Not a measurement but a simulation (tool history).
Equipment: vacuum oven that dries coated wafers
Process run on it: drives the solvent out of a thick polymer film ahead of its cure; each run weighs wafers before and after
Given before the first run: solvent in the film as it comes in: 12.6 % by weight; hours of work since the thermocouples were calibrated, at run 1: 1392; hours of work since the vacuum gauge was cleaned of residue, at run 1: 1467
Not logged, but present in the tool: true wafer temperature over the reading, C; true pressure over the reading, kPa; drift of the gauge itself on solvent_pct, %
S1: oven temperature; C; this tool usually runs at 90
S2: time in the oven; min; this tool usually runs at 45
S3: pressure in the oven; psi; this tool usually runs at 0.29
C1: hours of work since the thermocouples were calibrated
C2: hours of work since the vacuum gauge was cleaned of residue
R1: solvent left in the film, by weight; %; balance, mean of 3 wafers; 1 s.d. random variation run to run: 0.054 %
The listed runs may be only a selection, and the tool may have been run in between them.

run	hour	S1	S2	S3	C1	C2	R1
1	0	90	45	0.29	1392	1467	2.81
2	52.4	90	45	0.29	1431	1506	2.69
3	84	90	51	0.29	1455	1530	2.38
4	123.3	90	51	0.29	1485	1559	2.43
# hour 178.3: oven's thermocouples calibrated
5	186.1	86	45	0.29	6	1605	2.96
6	223.3	86	45	0.29	34	1633	3.1
7	257.9	86	45	0.341	60	1659	3.19
8	304.3	86	45	0.719	94	1694	4.36
9	333.3	86	45	0.719	116	1715	4.33
10	382	86	45	0.719	153	1752	4.52
11	417.2	92	45	0.719	179	1778	3.33
12	452.1	82	45	0.29	205	1804	3.93
13	489.9	82	45	0.29	234	1833	3.94
14	528.6	90	45	0.29	263	1862	2.5
15	582.2	90	45	0.29	303	1902	2.54
16	630.7	90	45	0.29	339	1938	2.54
17	669.2	90	56	0.165	368	1967	1.52
# hour 673.4: vacuum gauge cleaned of residue and calibrated
18	729.7	92	48	0.219	412	42	1.92
# hour 781.1: vacuum gauge cleaned of residue and calibrated, once more
19	788.3	92	40	0.164	455	5	1.84
20	842	92	37	1.07	495	46	4.48
21	884.2	94	35	0.499	527	77	2.82
22	914.3	94	35	0.499	550	100	2.91
23	941.5	77	73	0.29	570	120	3.29
24	996.4	87	45	0.17	611	161	2.46
25	1053	87	45	0.17	654	204	2.4
26	1094.5	79	79	0.287	685	235	2.78
27	1140.1	90	41	0.29	719	269	2.61
28	1173.4	88	78	0.186	744	294	1.19
29	1199.5	85	78	0.226	763	314	1.67

Selected run-to-run steps in R1, each split into two signed amounts: the part the tool would show with no hidden state at all (from settings, incoming material and random variation), and the remainder, which goes to the hidden state together with any gauge scatter not common to the measured and the hidden-state-free results:
Run 4 -> 5: S1 90 -> 86, S2 51 -> 45, oven's thermocouples calibrated. R1 +0.53 %: hidden state -0.35, all else +0.88.
Run 18 -> 19: S2 48 -> 40, S3 0.219 -> 0.164, vacuum gauge cleaned of residue and calibrated, once more. R1 -0.08 %: hidden state -0.31, all else +0.23.
Run 19 -> 20: S2 40 -> 37, S3 0.164 -> 1.07. R1 +2.64 %: hidden state +0.08, all else +2.56.
Run 20 -> 21: S1 92 -> 94, S2 37 -> 35, S3 1.07 -> 0.499. R1 -1.66 %: hidden state -0.04, all else -1.62.
